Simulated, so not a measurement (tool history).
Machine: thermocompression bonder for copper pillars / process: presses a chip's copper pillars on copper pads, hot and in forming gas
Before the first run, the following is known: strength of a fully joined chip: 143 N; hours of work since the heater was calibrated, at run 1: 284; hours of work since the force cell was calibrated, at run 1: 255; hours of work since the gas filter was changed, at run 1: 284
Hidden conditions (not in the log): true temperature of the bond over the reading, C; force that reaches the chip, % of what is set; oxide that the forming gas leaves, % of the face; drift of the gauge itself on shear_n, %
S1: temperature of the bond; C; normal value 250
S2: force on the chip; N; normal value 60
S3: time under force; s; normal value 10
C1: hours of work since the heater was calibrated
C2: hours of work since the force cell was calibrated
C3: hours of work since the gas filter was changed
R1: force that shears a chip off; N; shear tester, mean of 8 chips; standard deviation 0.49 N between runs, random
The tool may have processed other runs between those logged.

run    hour   S1  S2  S3   C1    C2   C3     R1
  1       0  250  60  10  284   255  284   50.9
  2    33.9  275  60  10  302   273  302   75.5
  3    71.4  250  60  12  321   292  321   53.5
       76.7  -- forming gas filter changed
  4     133  250  60  12  353   324   29   56.3
  5   162.8  250  60  12  369   340   45   55.1
  6   217.9  250  60  12  397   368   74   55.4
  7   275.7  250  60  12  427   398  104   55.7
  8   302.4  250  60  12  441   412  118   55.4
  9   351.1  275  60  10  467   438  143   76.5
 10   408.4  250  60  10  497   467  173   50.3
 11   445.1  250  60  10  516   487  192   49.7
 12   500.4  250  60  10  544   515  221     50
 13   551.8  250  60  10  571   542  248   49.4
 14   599.2  250  60  10  596   567  272   49.3
 15   642.9  250  60  10  619   590  295     49
 16   678.5  250  60  10  637   608  313   49.2
      699.1  -- forming gas filter changed
 17   733.4  250  60  27  666   636   18   72.7
 18   758.9  250  60  27  679   650   31   73.1
 19   815.1  250  60  27  708   679   60   72.8
 20   868.6  250  60  27  736   707   88   71.6
 21   897.8  238  60  10  751   722  104   38.8
 22   957.5  229  41  17  782   753  135   32.3
      963.4  -- heater calibrated with a thermocouple chip
 23   991.7  256  41  10   15   770  151   43.3
 24  1031.3  255  61  30   35   791  172   78.3
 25  1060.5  255  61  30   51   806  187   76.6
     1092.3  -- heater calibrated with a thermocouple chip, once more
 26  1102.2  238  47   9    5   827  208   36.1
 27  1142.3  235  63   9   26   847  229   38.4
 28  1189.3  235  63   9   51   872  253   38.5
 29  1216.4  243  60   8   65   886  267     43
 30  1278.3  261  48   7   97   918  300   48.8
     1324.9  -- forming gas filter changed
 31  1327.6  261  48   7  122   944    1     53
 32    1367  261  48  11  143   964   22   62.2
 33  1428.2  272  48  14  175   996   54   78.6
 34  1463.7  272  48  17  193  1015   72   84.5
 35  1520.7  273  48  17  223  1044  102   84.2
 36  1572.1  273  48  17  250  1071  129   83.8
 37  1610.3  273  48  21  270  1091  149   89.8
 38  1636.7  274  81  20  283  1105  162  104.9
 39  1664.7  226  60   5  298  1119  177   24.1

Below, some changes in R1 between adjacent runs. For each, the amount present without the hidden state too (settings, incoming material, random variation) and the amount remaining for the hidden state with gauge scatter not shared by both compared results:
Run 22 -> 23: S1 229 -> 256, S3 17 -> 10, heater calibrated with a thermocouple chip. R1 +11 N: hidden state -2.5, all else +13.5.
Run 23 -> 24: S1 256 -> 255, S2 41 -> 61, S3 10 -> 30. R1 +35 N: hidden state -3, all else +38.
Run 25 -> 26: S1 255 -> 238, S2 61 -> 47, S3 30 -> 9, heater calibrated with a thermocouple chip, once more. R1 -40.5 N: hidden state +9.4, all else -49.9.
Run 38 -> 39: S1 274 -> 226, S2 81 -> 60, S3 20 -> 5. R1 -80.8 N: hidden state +1.4, all else -82.2.
